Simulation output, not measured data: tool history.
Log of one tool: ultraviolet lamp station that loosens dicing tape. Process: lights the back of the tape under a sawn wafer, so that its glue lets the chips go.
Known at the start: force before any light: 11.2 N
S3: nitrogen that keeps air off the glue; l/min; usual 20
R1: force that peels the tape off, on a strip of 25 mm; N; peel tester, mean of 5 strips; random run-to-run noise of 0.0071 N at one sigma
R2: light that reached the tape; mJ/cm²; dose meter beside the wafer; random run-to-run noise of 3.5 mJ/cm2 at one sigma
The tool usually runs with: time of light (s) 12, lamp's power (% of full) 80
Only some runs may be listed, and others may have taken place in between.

Run 1, day 0: usual settings. Result: R1 0.307 N, R2 536 mJ/cm².
Run 2, day 2.208: usual settings. Result: R1 0.33 N, R2 519 mJ/cm².
Run 3, day 3.633: usual settings. Result: R1 0.332 N, R2 513 mJ/cm².
Run 4, day 5.812: usual settings. Result: R1 0.346 N, R2 505 mJ/cm².
Run 5, day 6.829: usual settings. Result: R1 0.357 N, R2 499 mJ/cm².
Run 6, day 8.404: usual settings but lamp's power (% of full) 68. Result: R1 0.549 N, R2 422 mJ/cm².
Run 7, day 9.488: usual settings but lamp's power (% of full) 77. Result: R1 0.42 N, R2 461 mJ/cm².
Run 8, day 11.429: usual settings but lamp's power (% of full) 77. Result: R1 0.439 N, R2 456 mJ/cm².
Run 9, day 13.254: usual settings but lamp's power (% of full) 77. Result: R1 0.454 N, R2 452 mJ/cm².
Run 10, day 14.379: usual settings but lamp's power (% of full) 77. Result: R1 0.479 N, R2 445 mJ/cm².
Run 11, day 15.467: usual settings but lamp's power (% of full) 77. Result: R1 0.505 N, R2 440 mJ/cm².
Run 12, day 16.783: usual settings but lamp's power (% of full) 77. Result: R1 0.484 N, R2 432 mJ/cm².
Run 13, day 18.296: usual settings but lamp's power (% of full) 77. Result: R1 0.507 N, R2 429 mJ/cm².
Run 14, day 20.508: usual settings but lamp's power (% of full) 77. Result: R1 0.551 N, R2 416 mJ/cm².
Run 15, day 22.55: usual settings but lamp's power (% of full) 77. Result: R1 0.584 N, R2 408 mJ/cm².
At day 23.796: window cleaned of glue's vapour.
Run 16, day 24.071: usual settings but lamp's power (% of full) 93. Result: R1 0.282 N, R2 559 mJ/cm².
Run 17, day 25.425: usual settings but lamp's power (% of full) 93. Result: R1 0.279 N, R2 547 mJ/cm².
Run 18, day 27.033: usual settings but lamp's power (% of full) 93. Result: R1 0.296 N, R2 531 mJ/cm².
Run 19, day 28.004: usual settings but lamp's power (% of full) 93. Result: R1 0.318 N, R2 530 mJ/cm².
Run 20, day 30.129: usual settings but lamp's power (% of full) 93. Result: R1 0.324 N, R2 517 mJ/cm².
Run 21, day 31.225: usual settings but lamp's power (% of full) 66. Result: R1 0.762 N, R2 367 mJ/cm².
Run 22, day 32.792: usual settings but lamp's power (% of full) 66. Result: R1 0.805 N, R2 358 mJ/cm².
Run 23, day 33.746: usual settings but lamp's power (% of full) 66. Result: R1 0.759 N, R2 360 mJ/cm².
Run 24, day 34.692: usual settings but time of light (s) 24, lamp's power (% of full) 86, S3 33 l/min. Result: R1 0.137 N, R2 924 mJ/cm².
Run 25, day 35.967: usual settings but time of light (s) 24, lamp's power (% of full) 86, S3 33 l/min. Result: R1 0.139 N, R2 896 mJ/cm².
Run 26, day 36.983: usual settings but time of light (s) 20, S3 27 l/min. Result: R1 0.171 N, R2 709 mJ/cm².
Run 27, day 38.633: usual settings but time of light (s) 20, S3 27 l/min. Result: R1 0.167 N, R2 682 mJ/cm².
Run 28, day 39.604: usual settings but lamp's power (% of full) 99, S3 36 l/min. Result: R1 0.242 N, R2 506 mJ/cm².
Run 29, day 40.775: usual settings but lamp's power (% of full) 99, S3 36 l/min. Result: R1 0.254 N, R2 492 mJ/cm².
Run 30, day 41.8: usual settings but lamp's power (% of full) 99, S3 36 l/min. Result: R1 0.26 N, R2 490 mJ/cm².
Run 31, day 43.696: usual settings but lamp's power (% of full) 99, S3 36 l/min. Result: R1 0.271 N, R2 476 mJ/cm².
At day 45.529: lamp changed.
Run 32, day 45.529: usual settings but time of light (s) 9, lamp's power (% of full) 75, S3 10 l/min. Result: R1 1.325 N, R2 367 mJ/cm².
Run 33, day 46.65: usual settings but time of light (s) 8, lamp's power (% of full) 64, S3 12 l/min. Result: R1 1.889 N, R2 272 mJ/cm².
Run 34, day 48.446: usual settings but lamp's power (% of full) 91. Result: R1 0.255 N, R2 572 mJ/cm².
Run 35, day 50.604: usual settings but time of light (s) 8, lamp's power (% of full) 78, S3 8 l/min. Result: R1 1.835 N, R2 321 mJ/cm².
Run 36, day 51.779: usual settings but time of light (s) 8, S3 12 l/min. Result: R1 1.391 N, R2 324 mJ/cm².
At day 52.871: window cleaned of glue's vapour.
Run 37, day 53.488: usual settings but time of light (s) 8, S3 12 l/min. Result: R1 1.123 N, R2 364 mJ/cm².
Run 38, day 55.846: usual settings but time of light (s) 10, lamp's power (% of full) 65, S3 39 l/min. Result: R1 0.499 N, R2 362 mJ/cm².
Run 39, day 57.008: usual settings but time of light (s) 10, lamp's power (% of full) 65, S3 39 l/min. Result: R1 0.515 N, R2 361 mJ/cm².
Run 40, day 58.508: usual settings but time of light (s) 10, lamp's power (% of full) 65, S3 39 l/min. Result: R1 0.564 N, R2 353 mJ/cm².
Run 41, day 59.562: usual settings but time of light (s) 10, lamp's power (% of full) 74, S3 39 l/min. Result: R1 0.431 N, R2 400 mJ/cm².
Run 42, day 60.558: usual settings but time of light (s) 10, lamp's power (% of full) 93, S3 17 l/min. Result: R1 0.4 N, R2 495 mJ/cm².
Run 43, day 62.071: usual settings but time of light (s) 10, lamp's power (% of full) 93, S3 17 l/min. Result: R1 0.429 N, R2 482 mJ/cm².
Run 44, day 63.267: usual settings but time of light (s) 8, lamp's power (% of full) 70, S3 8 l/min. Result: R1 2.219 N, R2 290 mJ/cm².

Hidden state or all else? Some run-to-run changes of R1, split into what the settings, what came in and random variation would give without the hidden state, and what is left for the hidden state (with any gauge scatter that isn't in both results):
Unlogged tool condition in this case: lamp's light, % of a new lamp's; light that the window lets through, % of a clean one's; drift of the gauge itself on peel_n, %; drift of the gauge itself on dose_mj_cm2, %.
Run 23 -> 24: time of light (s) 12 -> 24, lamp's power (% of full) 66 -> 86, S3 20 -> 33. R1 -0.622 N: hidden state -0.388, all else -0.234.
Run 33 -> 34: time of light (s) 8 -> 12, lamp's power (% of full) 64 -> 91, S3 12 -> 20. R1 -1.634 N: hidden state -0.294, all else -1.34.
Run 34 -> 35: time of light (s) 12 -> 8, lamp's power (% of full) 91 -> 78, S3 20 -> 8. R1 +1.58 N: hidden state +0.394, all else +1.186.
Run 43 -> 44: time of light (s) 10 -> 8, lamp's power (% of full) 93 -> 70, S3 17 -> 8. R1 +1.79 N: hidden state +0.372, all else +1.418.

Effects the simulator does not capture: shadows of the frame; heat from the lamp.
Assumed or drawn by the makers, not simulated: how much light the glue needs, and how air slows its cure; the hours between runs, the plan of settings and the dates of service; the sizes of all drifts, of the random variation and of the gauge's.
